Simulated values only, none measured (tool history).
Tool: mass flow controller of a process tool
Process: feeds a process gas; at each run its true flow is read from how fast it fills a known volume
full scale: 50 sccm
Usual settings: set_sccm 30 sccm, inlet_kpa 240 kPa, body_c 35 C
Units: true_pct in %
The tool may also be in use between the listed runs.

| run | hour | set_sccm | inlet_kpa | body_c | true_pct |
|---|---|---|---|---|---|
| 1 | 0 | 30 | 240 | 35 | 96.4 |
| 2 | 124.3 | 30 | 240 | 35 | 96.35 |
| 3 | 361.7 | 30 | 240 | 20 | 96.96 |
| 4 | 483.6 | 30 | 240 | 35 | 96.34 |
| 5 | 694.2 | 30 | 240 | 35 | 96.22 |
| 6 | 857.6 | 30 | 240 | 35 | 96.14 |
| 7 | 1123.8 | 30 | 240 | 35 | 96.1 |
| 8 | 1283.8 | 30 | 240 | 35 | 96 |
| 9 | 1418.9 | 30 | 240 | 35 | 95.89 |
| 10 | 1613.1 | 30 | 240 | 35 | 95.9 |
| 11 | 1838.9 | 30 | 240 | 30 | 96.08 |
| 12 | 1993 | 30 | 240 | 30 | 95.86 |
| 13 | 2118.9 | 30 | 240 | 27 | 96.02 |
| 14 | 2304.5 | 30 | 240 | 35 | 95.64 |
| 15 | 2442.2 | 6 | 240 | 35 | 87.78 |
|  | 2508.3 | controller's zero set anew |
| 16 | 2698.7 | 6 | 240 | 35 | 95.98 |
| 17 | 2988.7 | 6 | 240 | 35 | 95.71 |
| 18 | 3227.7 | 17 | 240 | 35 | 96.33 |
| 19 | 3447.4 | 30 | 240 | 35 | 96.82 |
| 20 | 3615.4 | 30 | 240 | 35 | 96.95 |
| 21 | 3739.5 | 20 | 240 | 35 | 96.32 |
| 22 | 3865.1 | 20 | 240 | 35 | 96.13 |
| 23 | 4028.6 | 20 | 240 | 35 | 96.15 |
| 24 | 4255.7 | 28 | 149 | 35 | 97.03 |
| 25 | 4464.6 | 44 | 149 | 35 | 97.72 |
| 26 | 4591.7 | 44 | 149 | 35 | 97.55 |
| 27 | 4780.8 | 44 | 149 | 35 | 97.32 |
| 28 | 5025.1 | 44 | 149 | 35 | 97.33 |
| 29 | 5240.3 | 44 | 149 | 35 | 97.2 |
| 30 | 5419.3 | 44 | 149 | 35 | 97.28 |
| 31 | 5639.9 | 44 | 149 | 35 | 97.13 |
| 32 | 5914.4 | 7 | 245 | 35 | 92.55 |
| 33 | 6200.9 | 7 | 168 | 37 | 92.7 |
| 34 | 6339.2 | 10 | 240 | 20 | 94 |
| 35 | 6634.5 | 30 | 270 | 32 | 95.63 |
| 36 | 6921.2 | 30 | 269 | 32 | 95.53 |
| 37 | 7150.8 | 30 | 269 | 32 | 95.33 |
| 38 | 7346.4 | 36 | 195 | 32 | 95.98 |
| 39 | 7521.4 | 36 | 185 | 32 | 96.07 |
| 40 | 7681.1 | 6 | 209 | 27 | 90.21 |
| 41 | 7871.3 | 13 | 271 | 27 | 92.99 |
| 42 | 8059 | 13 | 212 | 28 | 93.19 |
| 43 | 8203.1 | 14 | 182 | 28 | 93.45 |
| 44 | 8418.3 | 25 | 158 | 35 | 94.82 |
| 45 | 8546.9 | 25 | 158 | 35 | 94.76 |
| 46 | 8812.8 | 13 | 176 | 22 | 93.18 |

5 ways to go on from here, each from the tool as it stands after run 46. What would each give?
| A | 9101 | 8 | 184 | 31 | ? |
| B | 9101 | 9 | 240 | 35 | ? |
| C | 9101 | 22 | 220 | 22 | ? |
| D | 9101 | 17 | 240 | 37 | ? |
| E | 9101 | 6 | 222 | 30 | ? |

| run | true_pct |
|---|---|
| A | 90.33 |
| B | 90.48 |
| C | 94.48 |
| D | 92.95 |
| E | 88.23 |
Without the tool's hidden state the same runs would have given:
| run | true_pct |
|---|---|
| A | 98.27 |
| B | 97.83 |
| C | 99.06 |
| D | 98.09 |
| E | 97.93 |
